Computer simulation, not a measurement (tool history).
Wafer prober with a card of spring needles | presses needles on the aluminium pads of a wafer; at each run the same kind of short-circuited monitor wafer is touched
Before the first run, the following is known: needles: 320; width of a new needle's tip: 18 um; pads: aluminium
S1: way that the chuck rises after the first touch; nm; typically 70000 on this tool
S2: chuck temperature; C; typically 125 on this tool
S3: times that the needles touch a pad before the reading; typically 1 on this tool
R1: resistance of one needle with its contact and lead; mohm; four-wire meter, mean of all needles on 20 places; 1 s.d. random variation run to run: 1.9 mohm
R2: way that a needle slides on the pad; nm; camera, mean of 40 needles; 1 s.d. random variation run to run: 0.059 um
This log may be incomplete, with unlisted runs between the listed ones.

{"run": 1, "day": 0.0, "S1": 70000, "S2": 125, "S3": 1, "R1": 210, "R2": 13250}
{"day": 0.196, "done": "tips cleaned on abrasive film"}
{"day": 0.388, "done": "tips cleaned on abrasive film"}
{"day": 0.583, "done": "tips cleaned on abrasive film"}
{"day": 0.596, "done": "height of the first contact set anew"}
{"day": 0.75, "done": "tips cleaned on abrasive film"}
{"day": 0.946, "done": "tips cleaned on abrasive film"}
{"day": 1.1, "done": "tips cleaned on abrasive film"}
{"day": 1.296, "done": "tips cleaned on abrasive film"}
{"day": 1.45, "done": "tips cleaned on abrasive film"}
{"day": 1.646, "done": "tips cleaned on abrasive film"}
{"run": 2, "day": 1.725, "S1": 70000, "S2": 125, "S3": 1, "R1": 269, "R2": 14060}
{"day": 1.808, "done": "tips cleaned on abrasive film"}
{"day": 1.962, "done": "tips cleaned on abrasive film"}
{"day": 2.158, "done": "tips cleaned on abrasive film"}
{"day": 2.312, "done": "tips cleaned on abrasive film"}
{"day": 2.508, "done": "tips cleaned on abrasive film"}
{"day": 2.7, "done": "tips cleaned on abrasive film"}
{"day": 2.896, "done": "tips cleaned on abrasive film"}
{"day": 3.088, "done": "tips cleaned on abrasive film"}
{"day": 3.283, "done": "tips cleaned on abrasive film"}
{"day": 3.475, "done": "tips cleaned on abrasive film"}
{"day": 3.671, "done": "tips cleaned on abrasive film"}
{"day": 3.867, "done": "tips cleaned on abrasive film"}
{"day": 4.058, "done": "tips cleaned on abrasive film"}
{"day": 4.217, "done": "tips cleaned on abrasive film"}
{"day": 4.371, "done": "tips cleaned on abrasive film"}
{"day": 4.558, "done": "tips cleaned on abrasive film"}
{"run": 3, "day": 4.558, "S1": 70000, "S2": 125, "S3": 2, "R1": 211, "R2": 13540}
{"day": 4.754, "done": "tips cleaned on abrasive film"}
{"day": 4.95, "done": "tips cleaned on abrasive film"}
{"day": 5.104, "done": "tips cleaned on abrasive film"}
{"day": 5.3, "done": "tips cleaned on abrasive film"}
{"day": 5.454, "done": "tips cleaned on abrasive film"}
{"day": 5.65, "done": "tips cleaned on abrasive film"}
{"day": 5.842, "done": "tips cleaned on abrasive film"}
{"day": 6.038, "done": "tips cleaned on abrasive film"}
{"day": 6.229, "done": "tips cleaned on abrasive film"}
{"day": 6.388, "done": "tips cleaned on abrasive film"}
{"day": 6.579, "done": "tips cleaned on abrasive film"}
{"day": 6.775, "done": "tips cleaned on abrasive film"}
{"day": 6.929, "done": "tips cleaned on abrasive film"}
{"day": 7.125, "done": "tips cleaned on abrasive film"}
{"day": 7.317, "done": "tips cleaned on abrasive film"}
{"run": 4, "day": 7.462, "S1": 70000, "S2": 115, "S3": 1, "R1": 346, "R2": 13220}
{"day": 7.504, "done": "tips cleaned on abrasive film"}
{"day": 7.7, "done": "tips cleaned on abrasive film"}
{"day": 7.75, "done": "height of the first contact set anew"}
{"day": 7.904, "done": "tips cleaned on abrasive film"}
{"day": 8.1, "done": "tips cleaned on abrasive film"}
{"day": 8.296, "done": "tips cleaned on abrasive film"}
{"day": 8.375, "done": "tips cleaned on abrasive film, once more"}
{"day": 8.567, "done": "tips cleaned on abrasive film"}
{"day": 8.725, "done": "tips cleaned on abrasive film"}
{"day": 8.917, "done": "tips cleaned on abrasive film"}
{"day": 9.112, "done": "tips cleaned on abrasive film"}
{"day": 9.304, "done": "tips cleaned on abrasive film"}
{"run": 5, "day": 9.354, "S1": 70000, "S2": 115, "S3": 1, "R1": 246, "R2": 13800}
{"day": 9.471, "done": "tips cleaned on abrasive film"}
{"day": 9.629, "done": "tips cleaned on abrasive film"}
{"day": 9.821, "done": "tips cleaned on abrasive film"}
{"day": 9.979, "done": "tips cleaned on abrasive film"}
{"day": 10.171, "done": "tips cleaned on abrasive film"}
{"day": 10.367, "done": "tips cleaned on abrasive film"}
{"day": 10.558, "done": "tips cleaned on abrasive film"}
{"run": 6, "day": 10.667, "S1": 70000, "S2": 115, "S3": 1, "R1": 314, "R2": 13740}
{"day": 10.75, "done": "tips cleaned on abrasive film"}
{"day": 10.904, "done": "tips cleaned on abrasive film"}
{"day": 11.058, "done": "tips cleaned on abrasive film"}
{"day": 11.254, "done": "tips cleaned on abrasive film"}
{"day": 11.45, "done": "tips cleaned on abrasive film"}
{"day": 11.604, "done": "tips cleaned on abrasive film"}
{"day": 11.758, "done": "tips cleaned on abrasive film"}
{"day": 11.954, "done": "tips cleaned on abrasive film"}
{"day": 12.108, "done": "tips cleaned on abrasive film"}
{"day": 12.304, "done": "tips cleaned on abrasive film"}
{"day": 12.5, "done": "tips cleaned on abrasive film"}
{"day": 12.692, "done": "tips cleaned on abrasive film"}
{"day": 12.888, "done": "tips cleaned on abrasive film"}
{"day": 13.079, "done": "tips cleaned on abrasive film"}
{"run": 7, "day": 13.167, "S1": 70000, "S2": 125, "S3": 2, "R1": 260, "R2": 13430}
{"day": 13.246, "done": "tips cleaned on abrasive film"}
{"day": 13.404, "done": "tips cleaned on abrasive film"}
{"day": 13.596, "done": "tips cleaned on abrasive film"}
{"day": 13.792, "done": "tips cleaned on abrasive film"}
{"day": 13.946, "done": "tips cleaned on abrasive film"}
{"day": 14.104, "done": "tips cleaned on abrasive film"}
{"day": 14.296, "done": "tips cleaned on abrasive film"}
{"day": 14.492, "done": "tips cleaned on abrasive film"}
{"day": 14.646, "done": "tips cleaned on abrasive film"}
{"day": 14.842, "done": "tips cleaned on abrasive film"}
{"day": 14.929, "done": "height of the first contact set anew"}
{"day": 15.046, "done": "tips cleaned on abrasive film"}
{"day": 15.242, "done": "tips cleaned on abrasive film"}
{"day": 15.433, "done": "tips cleaned on abrasive film"}
{"day": 15.629, "done": "tips cleaned on abrasive film"}
{"day": 15.783, "done": "tips cleaned on abrasive film"}
{"day": 15.979, "done": "tips cleaned on abrasive film"}
{"day": 16.133, "done": "tips cleaned on abrasive film"}
{"run": 8, "day": 16.238, "S1": 70000, "S2": 125, "S3": 2, "R1": 265, "R2": 13980}
{"day": 16.321, "done": "tips cleaned on abrasive film"}
{"day": 16.512, "done": "tips cleaned on abrasive film"}
{"day": 16.708, "done": "tips cleaned on abrasive film"}
{"day": 16.9, "done": "tips cleaned on abrasive film"}
{"day": 17.096, "done": "tips cleaned on abrasive film"}
{"day": 17.292, "done": "tips cleaned on abrasive film"}
{"day": 17.446, "done": "tips cleaned on abrasive film"}
{"day": 17.642, "done": "tips cleaned on abrasive film"}
{"day": 17.796, "done": "tips cleaned on abrasive film"}
{"day": 17.992, "done": "tips cleaned on abrasive film"}
{"day": 18.146, "done": "tips cleaned on abrasive film"}
{"day": 18.342, "done": "tips cleaned on abrasive film"}
{"run": 9, "day": 18.458, "S1": 55000, "S2": 59, "S3": 1, "R1": 404, "R2": 10640}
{"day": 18.504, "done": "tips cleaned on abrasive film"}
{"day": 18.696, "done": "tips cleaned on abrasive film"}
{"day": 18.892, "done": "tips cleaned on abrasive film"}
{"day": 19.083, "done": "tips cleaned on abrasive film"}
{"day": 19.242, "done": "tips cleaned on abrasive film"}
{"day": 19.433, "done": "tips cleaned on abrasive film"}
{"day": 19.629, "done": "tips cleaned on abrasive film"}
{"day": 19.783, "done": "tips cleaned on abrasive film"}
{"day": 19.979, "done": "tips cleaned on abrasive film"}
{"day": 20.171, "done": "tips cleaned on abrasive film"}
{"run": 10, "day": 20.238, "S1": 74000, "S2": 104, "S3": 2, "R1": 245, "R2": 14380}
{"day": 20.358, "done": "tips cleaned on abrasive film"}
{"day": 20.512, "done": "tips cleaned on abrasive film"}
{"day": 20.708, "done": "tips cleaned on abrasive film"}
{"day": 20.862, "done": "tips cleaned on abrasive film"}
{"day": 21.058, "done": "tips cleaned on abrasive film"}
{"day": 21.25, "done": "tips cleaned on abrasive film"}
{"day": 21.408, "done": "tips cleaned on abrasive film"}
{"day": 21.6, "done": "tips cleaned on abrasive film"}
{"day": 21.796, "done": "tips cleaned on abrasive film"}
{"day": 21.992, "done": "tips cleaned on abrasive film"}
{"day": 22.079, "done": "height of the first contact set anew"}
{"day": 22.158, "done": "tips cleaned on abrasive film"}
{"day": 22.312, "done": "tips cleaned on abrasive film"}
{"run": 11, "day": 22.333, "S1": 70000, "S2": 104, "S3": 1, "R1": 228, "R2": 14060}
{"day": 22.492, "done": "tips cleaned on abrasive film"}
{"day": 22.683, "done": "tips cleaned on abrasive film"}
{"day": 22.879, "done": "tips cleaned on abrasive film"}
{"day": 23.033, "done": "tips cleaned on abrasive film"}
{"day": 23.229, "done": "tips cleaned on abrasive film"}
{"day": 23.383, "done": "tips cleaned on abrasive film"}
{"day": 23.579, "done": "tips cleaned on abrasive film"}
{"day": 23.771, "done": "tips cleaned on abrasive film"}
{"run": 12, "day": 23.825, "S1": 70000, "S2": 104, "S3": 1, "R1": 273, "R2": 14000}
{"day": 23.942, "done": "tips cleaned on abrasive film"}
{"day": 24.1, "done": "tips cleaned on abrasive film"}
{"day": 24.292, "done": "tips cleaned on abrasive film"}
{"day": 24.45, "done": "tips cleaned on abrasive film"}
{"day": 24.604, "done": "tips cleaned on abrasive film"}
{"day": 24.8, "done": "tips cleaned on abrasive film"}
{"day": 24.992, "done": "tips cleaned on abrasive film"}
{"day": 25.188, "done": "tips cleaned on abrasive film"}
{"run": 13, "day": 25.304, "S1": 62000, "S2": 49, "S3": 2, "R1": 319, "R2": 12010}
{"day": 25.35, "done": "tips cleaned on abrasive film"}
{"day": 25.542, "done": "tips cleaned on abrasive film"}
{"day": 25.7, "done": "tips cleaned on abrasive film"}
{"day": 25.854, "done": "tips cleaned on abrasive film"}
{"day": 26.05, "done": "tips cleaned on abrasive film"}
{"day": 26.204, "done": "tips cleaned on abrasive film"}
{"day": 26.4, "done": "tips cleaned on abrasive film"}
{"day": 26.592, "done": "tips cleaned on abrasive film"}
{"day": 26.788, "done": "tips cleaned on abrasive film"}
{"day": 26.942, "done": "tips cleaned on abrasive film"}
{"day": 27.138, "done": "tips cleaned on abrasive film"}
{"day": 27.329, "done": "tips cleaned on abrasive film"}
{"day": 27.525, "done": "tips cleaned on abrasive film"}
{"day": 27.717, "done": "tips cleaned on abrasive film"}
{"run": 14, "day": 27.838, "S1": 62000, "S2": 49, "S3": 2, "R1": 309, "R2": 11770}
{"day": 27.879, "done": "tips cleaned on abrasive film"}
{"day": 28.038, "done": "tips cleaned on abrasive film"}
{"day": 28.229, "done": "tips cleaned on abrasive film"}
{"day": 28.388, "done": "tips cleaned on abrasive film"}
{"day": 28.579, "done": "tips cleaned on abrasive film"}
{"day": 28.738, "done": "tips cleaned on abrasive film"}
{"day": 28.892, "done": "tips cleaned on abrasive film"}
{"day": 29.088, "done": "tips cleaned on abrasive film"}
{"day": 29.25, "done": "height of the first contact set anew"}
{"day": 29.296, "done": "tips cleaned on abrasive film"}
{"day": 29.488, "done": "tips cleaned on abrasive film"}
{"run": 15, "day": 29.583, "S1": 70000, "S2": 91, "S3": 3, "R1": 244, "R2": 14060}

Here are 3 independent what-if runs from the current tool condition. What would each one return?
{"day": 29.662, "done": "tips cleaned on abrasive film"}
{"day": 29.821, "done": "tips cleaned on abrasive film"}
{"day": 30.012, "done": "tips cleaned on abrasive film"}
{"day": 30.171, "done": "tips cleaned on abrasive film"}
{"day": 30.362, "done": "tips cleaned on abrasive film"}
{"day": 30.558, "done": "tips cleaned on abrasive film"}
{"day": 30.717, "done": "tips cleaned on abrasive film"}
{"day": 30.871, "done": "tips cleaned on abrasive film"}
{"day": 31.067, "done": "tips cleaned on abrasive film"}
{"day": 31.221, "done": "tips cleaned on abrasive film"}
{"day": 31.417, "done": "tips cleaned on abrasive film"}
{"day": 31.608, "done": "tips cleaned on abrasive film"}
{"day": 31.767, "done": "tips cleaned on abrasive film"}
{"day": 31.921, "done": "tips cleaned on abrasive film"}
{"day": 32.117, "done": "tips cleaned on abrasive film"}
{"day": 32.271, "done": "tips cleaned on abrasive film"}
{"day": 32.467, "done": "tips cleaned on abrasive film"}
{"day": 32.65, "done": "tips cleaned on abrasive film"}
{"run": "A", "day": 32.65, "S1": 62000, "S2": 91, "S3": 1, "R1": "?", "R2": "?"}
{"day": 29.662, "done": "tips cleaned on abrasive film"}
{"day": 29.821, "done": "tips cleaned on abrasive film"}
{"day": 30.012, "done": "tips cleaned on abrasive film"}
{"day": 30.171, "done": "tips cleaned on abrasive film"}
{"day": 30.362, "done": "tips cleaned on abrasive film"}
{"day": 30.558, "done": "tips cleaned on abrasive film"}
{"day": 30.717, "done": "tips cleaned on abrasive film"}
{"day": 30.871, "done": "tips cleaned on abrasive film"}
{"day": 31.067, "done": "tips cleaned on abrasive film"}
{"day": 31.221, "done": "tips cleaned on abrasive film"}
{"day": 31.417, "done": "tips cleaned on abrasive film"}
{"day": 31.608, "done": "tips cleaned on abrasive film"}
{"day": 31.767, "done": "tips cleaned on abrasive film"}
{"day": 31.921, "done": "tips cleaned on abrasive film"}
{"day": 32.117, "done": "tips cleaned on abrasive film"}
{"day": 32.271, "done": "tips cleaned on abrasive film"}
{"day": 32.467, "done": "tips cleaned on abrasive film"}
{"day": 32.65, "done": "tips cleaned on abrasive film"}
{"run": "B", "day": 32.65, "S1": 65000, "S2": 63, "S3": 2, "R1": "?", "R2": "?"}
{"day": 29.662, "done": "tips cleaned on abrasive film"}
{"day": 29.821, "done": "tips cleaned on abrasive film"}
{"day": 30.012, "done": "tips cleaned on abrasive film"}
{"day": 30.171, "done": "tips cleaned on abrasive film"}
{"day": 30.362, "done": "tips cleaned on abrasive film"}
{"day": 30.558, "done": "tips cleaned on abrasive film"}
{"day": 30.717, "done": "tips cleaned on abrasive film"}
{"day": 30.871, "done": "tips cleaned on abrasive film"}
{"day": 31.067, "done": "tips cleaned on abrasive film"}
{"day": 31.221, "done": "tips cleaned on abrasive film"}
{"day": 31.417, "done": "tips cleaned on abrasive film"}
{"day": 31.608, "done": "tips cleaned on abrasive film"}
{"day": 31.767, "done": "tips cleaned on abrasive film"}
{"day": 31.921, "done": "tips cleaned on abrasive film"}
{"day": 32.117, "done": "tips cleaned on abrasive film"}
{"day": 32.271, "done": "tips cleaned on abrasive film"}
{"day": 32.467, "done": "tips cleaned on abrasive film"}
{"day": 32.65, "done": "tips cleaned on abrasive film"}
{"run": "C", "day": 32.65, "S1": 87000, "S2": 30, "S3": 1, "R1": "?", "R2": "?"}

run=A R1=217 R2=11950
run=B R1=203 R2=12550
run=C R1=191 R2=17080
Had the tool no hidden state, the same runs would have come out as:
run=A R1=192 R2=12420
run=B R1=186 R2=13020
run=C R1=177 R2=17560
